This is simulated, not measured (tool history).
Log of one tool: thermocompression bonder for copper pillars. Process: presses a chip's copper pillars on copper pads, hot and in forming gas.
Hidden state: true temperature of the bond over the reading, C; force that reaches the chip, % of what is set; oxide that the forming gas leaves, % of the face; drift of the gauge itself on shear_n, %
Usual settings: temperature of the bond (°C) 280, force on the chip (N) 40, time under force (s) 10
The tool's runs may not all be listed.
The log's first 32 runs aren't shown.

run,hour,temperature of the bond (°C),force on the chip (N),time under force (s),hours of work since the heater was calibrated,hours of work since the force cell was calibrated,hours of work since the gas filter was changed,force that shears a chip off (N)
33,210.3,254,38,25,390,335,379,92.8
34,216.8,254,28,12,394,339,383,56.3
35,225.6,254,28,12,400,345,389,57.2
36,234.6,251,39,15,406,351,395,81.7
37,240.3,274,55,24,409,355,399,122
38,250.2,300,25,19,416,361,405,85.7
39,257.5,293,25,19,421,366,410,80.8
40,265.4,254,49,25,426,371,415,110.2

Forecast each of these 3 alternatives for the next run:
A,272.4,290,28,16,431,376,420,?
B,272.4,280,49,25,431,376,420,?
C,272.4,257,40,10,431,376,420,?

run,force that shears a chip off (N)
A,85.1
B,120.8
C,78.6
Without the tool's hidden state the same runs would have given:
run,force that shears a chip off (N)
A,85.4
B,121.1
C,78.9
